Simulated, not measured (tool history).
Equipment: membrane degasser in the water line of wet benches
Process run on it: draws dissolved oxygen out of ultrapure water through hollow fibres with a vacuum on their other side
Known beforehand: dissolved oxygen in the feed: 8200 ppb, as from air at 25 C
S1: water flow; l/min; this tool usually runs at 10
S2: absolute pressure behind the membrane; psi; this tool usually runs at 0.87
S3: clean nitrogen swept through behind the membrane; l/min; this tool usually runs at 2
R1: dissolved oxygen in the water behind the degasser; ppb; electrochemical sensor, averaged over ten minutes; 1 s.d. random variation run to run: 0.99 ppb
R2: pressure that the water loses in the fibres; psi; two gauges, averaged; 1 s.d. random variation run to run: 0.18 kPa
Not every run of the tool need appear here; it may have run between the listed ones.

| run | hour | S1 | S2 | S3 | R1 | R2 |
|---|---|---|---|---|---|---|
| 1 | 0 | 10 | 0.87 | 2 | 96.5 | 4.691 |
| 2 | 132.7 | 10 | 0.87 | 2 | 94.9 | 4.666 |
| 3 | 209.2 | 10 | 0.87 | 2 | 93.8 | 4.66 |
| 4 | 291.7 | 10 | 0.87 | 2 | 94.2 | 4.734 |
| 5 | 366.5 | 10 | 0.87 | 2 | 95.2 | 4.734 |
| 6 | 449.3 | 10 | 0.87 | 2 | 95.2 | 4.725 |
| 7 | 549.8 | 10 | 0.87 | 2 | 96.7 | 4.751 |
| 8 | 690.1 | 10 | 0.87 | 2 | 96.5 | 4.738 |
| 9 | 758.5 | 10 | 0.87 | 2 | 95 | 4.762 |
| 10 | 908.1 | 10 | 0.87 | 2 | 96.3 | 4.775 |
| 11 | 1002.2 | 10 | 0.87 | 2 | 95.2 | 4.744 |
| 12 | 1116.9 | 10 | 0.87 | 2 | 94.9 | 4.764 |
| 13 | 1216.2 | 10 | 0.87 | 2 | 93.7 | 4.811 |
| 14 | 1303.9 | 10 | 0.87 | 2 | 93.8 | 4.776 |
|  | 1328.7 | gauge calibrated |
| 15 | 1438.5 | 10 | 0.87 | 2 | 94.6 | 4.637 |
| 16 | 1520.2 | 10 | 0.87 | 2 | 92.8 | 4.654 |
| 17 | 1631.2 | 6 | 0.634 | 2 | 26.8 | 2.795 |
| 18 | 1769.8 | 9 | 1.03 | 1.66 | 99.2 | 4.242 |
| 19 | 1868.6 | 16 | 2.01 | 2.71 | 289.6 | 7.507 |
| 20 | 1956.9 | 16 | 2.01 | 2.71 | 290.5 | 7.591 |
| 21 | 2055.9 | 9 | 0.569 | 1.28 | 61.7 | 4.268 |
| 22 | 2169.9 | 10 | 0.579 | 1.4 | 73.7 | 4.764 |
| 23 | 2243.5 | 6 | 0.674 | 1.4 | 33.3 | 2.834 |
| 24 | 2395.7 | 6 | 1.141 | 1.4 | 66.9 | 2.886 |
| 25 | 2518.8 | 6 | 1.141 | 0.98 | 88.9 | 2.886 |
|  | 2556 | seals of the vacuum lines changed |
| 26 | 2589.8 | 10 | 0.94 | 2 | 100 | 4.824 |
| 27 | 2706.5 | 10 | 0.87 | 1.01 | 124.6 | 4.763 |
| 28 | 2844.6 | 8 | 0.87 | 2 | 64.8 | 3.893 |
| 29 | 2962.8 | 8 | 0.87 | 2 | 64.6 | 3.891 |
| 30 | 3032.8 | 7 | 0.87 | 0.84 | 82.5 | 3.384 |

Expected results for the next run?
| 31 | 3126.5 | 7 | 0.87 | 0.84 | ? | ? |

R1: 82.9 ppb
R2: 3.401 psi
With the hidden condition absent and the run-to-run variation left alone, this run would have shown R1 82.9 ppb, R2 3.269 psi.

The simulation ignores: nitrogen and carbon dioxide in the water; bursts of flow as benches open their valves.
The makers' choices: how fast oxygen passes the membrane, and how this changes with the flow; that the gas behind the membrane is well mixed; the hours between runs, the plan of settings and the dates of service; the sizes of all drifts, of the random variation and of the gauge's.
